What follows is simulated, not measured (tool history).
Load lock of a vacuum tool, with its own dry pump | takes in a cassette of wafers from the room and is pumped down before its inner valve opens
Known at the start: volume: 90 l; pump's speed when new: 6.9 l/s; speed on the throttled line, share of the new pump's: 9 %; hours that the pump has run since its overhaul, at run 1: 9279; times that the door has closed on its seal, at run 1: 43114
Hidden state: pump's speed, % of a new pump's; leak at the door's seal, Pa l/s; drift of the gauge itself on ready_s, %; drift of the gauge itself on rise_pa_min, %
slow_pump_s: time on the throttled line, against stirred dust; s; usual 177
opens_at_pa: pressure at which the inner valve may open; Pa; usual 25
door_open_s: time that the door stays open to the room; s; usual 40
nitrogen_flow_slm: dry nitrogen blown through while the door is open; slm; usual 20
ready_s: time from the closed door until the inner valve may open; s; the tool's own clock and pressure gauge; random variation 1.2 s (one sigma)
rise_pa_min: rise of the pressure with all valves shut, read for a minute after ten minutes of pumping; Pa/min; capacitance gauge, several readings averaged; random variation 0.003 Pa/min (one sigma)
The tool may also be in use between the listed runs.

run    hour  slow_pump_s  opens_at_pa  door_open_s  nitrogen_flow_slm  hours that the pump has run since its overhaul  times that the door has closed on its seal  incoming humidity of the room's air, %  ready_s  rise_pa_min
  1       0          177           25           40                 20                                            9279                                       43114                                    46.7    283.4        0.217
      162.3  -- dry pump taken out, an overhauled one fitted
  2   228.5          177           25           40                 20                                              66                                       44196                                    47.3    269.2        0.231
  3   398.1          177           25           40                 20                                             236                                       45021                                    45.8    266.9        0.238
  4   564.2          177           25           49                 20                                             402                                       45829                                    46.8    270.1        0.244
  5     747          131           25           49                 20                                             585                                       46717                                    43.9    228.6        0.257
  6   930.9          131           25           49                 20                                             769                                       47611                                    46.6    227.4        0.265
     1050.4  -- door's seal changed, seat wiped
  7  1104.2          181           25           40                 20                                             940                                         262                                    45.5    273.7         0.02
  8  1295.8          181           25           40                 20                                            1132                                        1193                                    44.6    275.1        0.024
  9  1493.7          181           25           40                 20                                            1330                                        2156                                    44.2    275.4        0.019
 10    1680          177           25           40                 20                                            1516                                        3062                                    45.4    268.7        0.022
 11  1819.7          177           25           40                 20                                            1656                                        3741                                    46.5    272.3        0.019
 12  2010.7          177           25           40                 20                                            1847                                        4670                                    45.7    271.4        0.025
 13  2147.9          177           25           40                 11                                            1984                                        5337                                    43.8    272.2        0.034
 14  2382.1          177           25           40                 11                                            2218                                        6476                                    43.8    272.9        0.028
 15  2576.3          177           25           40                 11                                            2413                                        7420                                    46.2    273.6        0.039
 16  2774.8          177           25           45                 20                                            2611                                        8385                                    43.1      274        0.036
 17  2942.1          177           38           45                 20                                            2778                                        9198                                      45    266.8        0.038
 18  3087.6          177           38           45                 20                                            2924                                        9906                                    44.9    266.1        0.038
 19  3253.6          286           44           91                 20                                            3090                                       10713                                    43.4      367        0.048
 20  3441.8          286           44           91                 20                                            3278                                       11628                                      46      365        0.062
 21  3548.3          236           43          198                  9                                            3384                                       12146                                    42.2    319.8        0.101

Forecast run 22:
 22  3645.2          236           43          198                  9                                            3481                                       12617                                    47.8        ?            ?

ready_s: 320.2 s
rise_pa_min: 0.113 Pa/min
Without the tool's hidden state the same run would have given ready_s 315.7 s, rise_pa_min 0.08 Pa/min.
